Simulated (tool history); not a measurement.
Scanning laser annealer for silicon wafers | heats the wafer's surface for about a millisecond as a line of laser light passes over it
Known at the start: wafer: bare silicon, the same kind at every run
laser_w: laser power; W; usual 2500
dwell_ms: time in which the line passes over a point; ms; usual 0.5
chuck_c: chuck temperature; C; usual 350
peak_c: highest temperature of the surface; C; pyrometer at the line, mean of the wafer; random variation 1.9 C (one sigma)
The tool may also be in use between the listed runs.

run,hour,laser_w,dwell_ms,chuck_c,peak_c
1,0.0,2500,0.5,350,1083
2,28.3,2500,0.5,350,1080
3,60.7,2500,0.5,350,1079
4,88.7,2500,0.5,350,1078
5,106.7,2500,0.5,388,1114
6,125.9,2500,0.5,388,1112
7,143.4,2500,0.5,388,1115
8,174.5,2500,0.5,388,1112
9,207.5,2500,0.5,350,1073
10,225.9,2500,0.5,350,1075
11,261.0,2500,0.5,350,1072
12,279.5,2500,0.5,350,1073
13,302.9,2500,0.5,350,1071
14,330.5,2500,0.5,350,1068
15,366.3,2500,0.5,350,1065
16,391.4,2500,0.5,350,1068
17,417.5,2500,0.5,350,1067
# hour 422.5: window over the wafer cleaned
18,452.9,2500,0.5,350,1052

Run 19 comes next. What will it give?
19,469.9,2500,0.5,374,?

{"run 19": {"peak_c": 1077}}
Without the tool's hidden state the same run would have given peak_c 1129 C.
